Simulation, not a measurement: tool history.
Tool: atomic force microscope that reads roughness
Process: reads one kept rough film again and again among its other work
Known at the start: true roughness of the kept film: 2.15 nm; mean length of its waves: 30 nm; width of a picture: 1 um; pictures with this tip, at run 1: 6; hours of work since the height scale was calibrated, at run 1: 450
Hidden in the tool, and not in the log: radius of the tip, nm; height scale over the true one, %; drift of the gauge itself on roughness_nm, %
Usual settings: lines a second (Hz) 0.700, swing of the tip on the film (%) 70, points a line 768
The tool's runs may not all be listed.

run     day  lines a second (Hz)  swing of the tip on the film (%)  points a line  pictures with this tip  hours of work since the height scale was calibrated  roughness of the kept film (nm (root mean square))
  1   0.000                0.700                                70            768                       6                                                  450                                               1.948
  2   0.804                0.700                                70            768                      27                                                  461                                               1.933
  3   1.425                0.700                                70            768                      43                                                  470                                               1.940
  4   1.975                1.806                                70            768                      58                                                  477                                               1.844
  5   3.158                1.806                                70            768                      89                                                  494                                               1.846
  6   3.917                0.700                                70            768                     108                                                  504                                               1.934
  7   4.804                0.700                                70            768                     132                                                  516                                               1.949
  8   5.788                1.842                                57            768                     157                                                  530                                               1.921
  9   6.667                1.842                                57            768                     181                                                  542                                               1.930
 10   7.329                3.880                                64            920                     198                                                  551                                               1.737
      7.650  -- new tip fitted
 11   8.208                1.066                                81            822                      14                                                  563                                               1.819
 12   8.912                0.624                                70            484                      33                                                  572                                               1.927
 13   9.867                0.801                                64            768                      58                                                  585                                               1.945
 14  10.554                2.487                                70            265                      76                                                  595                                               1.744

Forecast each of these 4 alternatives for the next run:
  A  11.312                0.648                                85            728                      96                                                  605                                                   ?
  B  11.312                2.141                                59            577                      96                                                  605                                                   ?
  C  11.312                0.700                                67            734                      96                                                  605                                                   ?
  D  11.312                0.700                                56            686                      96                                                  605                                                   ?

run  roughness of the kept film (nm (root mean square))
  A                                               1.874
  B                                               1.904
  C                                               1.942
  D                                               1.990
Without the tool's hidden state the same runs would have given:
run  roughness of the kept film (nm (root mean square))
  A                                               1.875
  B                                               1.905
  C                                               1.943
  D                                               1.992

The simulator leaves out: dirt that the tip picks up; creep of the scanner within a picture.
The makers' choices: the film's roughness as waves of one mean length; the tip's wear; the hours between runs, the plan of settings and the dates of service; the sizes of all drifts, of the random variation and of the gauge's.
